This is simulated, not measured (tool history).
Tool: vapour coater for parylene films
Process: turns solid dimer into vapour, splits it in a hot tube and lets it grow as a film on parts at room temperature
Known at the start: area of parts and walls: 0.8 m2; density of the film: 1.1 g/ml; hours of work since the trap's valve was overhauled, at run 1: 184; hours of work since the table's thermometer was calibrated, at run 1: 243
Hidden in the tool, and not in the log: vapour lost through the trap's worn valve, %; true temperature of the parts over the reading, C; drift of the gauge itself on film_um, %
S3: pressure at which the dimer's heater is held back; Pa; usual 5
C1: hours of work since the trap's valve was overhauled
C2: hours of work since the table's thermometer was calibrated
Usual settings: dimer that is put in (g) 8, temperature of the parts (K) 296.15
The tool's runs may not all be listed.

run 1 day=0 | dimer_that_is_put_in_(g)=8 temperature_of_the_parts_(K)=296.15 S3=5 | C1=184 C2=243 | thickness_of_the_film_(um)=6.34
run 2 day=0.917 | dimer_that_is_put_in_(g)=8 temperature_of_the_parts_(K)=296.15 S3=5 | C1=195 C2=253 | thickness_of_the_film_(um)=6.29
run 3 day=1.892 | dimer_that_is_put_in_(g)=8 temperature_of_the_parts_(K)=296.15 S3=5 | C1=206 C2=265 | thickness_of_the_film_(um)=6.23
run 4 day=2.617 | dimer_that_is_put_in_(g)=8 temperature_of_the_parts_(K)=296.15 S3=5 | C1=214 C2=273 | thickness_of_the_film_(um)=6.24
run 5 day=3.367 | dimer_that_is_put_in_(g)=8 temperature_of_the_parts_(K)=296.15 S3=3.82 | C1=223 C2=281 | thickness_of_the_film_(um)=6.31
run 6 day=4.221 | dimer_that_is_put_in_(g)=8 temperature_of_the_parts_(K)=296.15 S3=3.82 | C1=233 C2=291 | thickness_of_the_film_(um)=6.31
run 7 day=4.846 | dimer_that_is_put_in_(g)=8 temperature_of_the_parts_(K)=296.15 S3=8.76 | C1=240 C2=299 | thickness_of_the_film_(um)=6.01
run 8 day=5.646 | dimer_that_is_put_in_(g)=8 temperature_of_the_parts_(K)=296.15 S3=5 | C1=249 C2=308 | thickness_of_the_film_(um)=6.11
run 9 day=6.3 | dimer_that_is_put_in_(g)=8 temperature_of_the_parts_(K)=296.15 S3=5 | C1=257 C2=315 | thickness_of_the_film_(um)=6.16
run 10 day=6.742 | dimer_that_is_put_in_(g)=8 temperature_of_the_parts_(K)=296.15 S3=8.77 | C1=262 C2=320 | thickness_of_the_film_(um)=6
run 11 day=7.825 | dimer_that_is_put_in_(g)=8 temperature_of_the_parts_(K)=296.15 S3=8.77 | C1=274 C2=333 | thickness_of_the_film_(um)=6.03
run 12 day=8.846 | dimer_that_is_put_in_(g)=8 temperature_of_the_parts_(K)=296.15 S3=8.77 | C1=286 C2=345 | thickness_of_the_film_(um)=6
run 13 day=9.604 | dimer_that_is_put_in_(g)=8 temperature_of_the_parts_(K)=296.15 S3=5 | C1=295 C2=353 | thickness_of_the_film_(um)=6.14
run 14 day=10.429 | dimer_that_is_put_in_(g)=8 temperature_of_the_parts_(K)=296.15 S3=5 | C1=304 C2=363 | thickness_of_the_film_(um)=6.03
run 15 day=11.133 | dimer_that_is_put_in_(g)=8 temperature_of_the_parts_(K)=296.15 S3=5 | C1=312 C2=371 | thickness_of_the_film_(um)=6.12
run 16 day=12.033 | dimer_that_is_put_in_(g)=8 temperature_of_the_parts_(K)=296.15 S3=5 | C1=323 C2=381 | thickness_of_the_film_(um)=6.06
run 17 day=12.683 | dimer_that_is_put_in_(g)=8 temperature_of_the_parts_(K)=296.15 S3=5 | C1=330 C2=389 | thickness_of_the_film_(um)=6.01
run 18 day=13.133 | dimer_that_is_put_in_(g)=8 temperature_of_the_parts_(K)=296.15 S3=5 | C1=335 C2=394 | thickness_of_the_film_(um)=6.07
run 19 day=14.146 | dimer_that_is_put_in_(g)=8 temperature_of_the_parts_(K)=296.15 S3=5 | C1=347 C2=406 | thickness_of_the_film_(um)=6.11
run 20 day=14.971 | dimer_that_is_put_in_(g)=12 temperature_of_the_parts_(K)=296.15 S3=5 | C1=357 C2=415 | thickness_of_the_film_(um)=8.94
run 21 day=15.775 | dimer_that_is_put_in_(g)=12 temperature_of_the_parts_(K)=296.15 S3=5 | C1=366 C2=424 | thickness_of_the_film_(um)=9.02
run 22 day=16.85 | dimer_that_is_put_in_(g)=4 temperature_of_the_parts_(K)=296.15 S3=5 | C1=378 C2=437 | thickness_of_the_film_(um)=2.99
run 23 day=17.512 | dimer_that_is_put_in_(g)=6 temperature_of_the_parts_(K)=288.15 S3=4.95 | C1=386 C2=444 | thickness_of_the_film_(um)=6.17
run 24 day=18.058 | dimer_that_is_put_in_(g)=10 temperature_of_the_parts_(K)=288.15 S3=4.25 | C1=392 C2=451 | thickness_of_the_film_(um)=10.25

The next listed run, before its measurement:
run 25 day=18.754 | dimer_that_is_put_in_(g)=13 temperature_of_the_parts_(K)=307.15 S3=4.25 | C1=400 C2=459 | thickness_of_the_film_(um)=?

Run 25 gave thickness of the film (um) 6.37.
Without the tool's hidden state the same run would have given thickness of the film (um) 7.
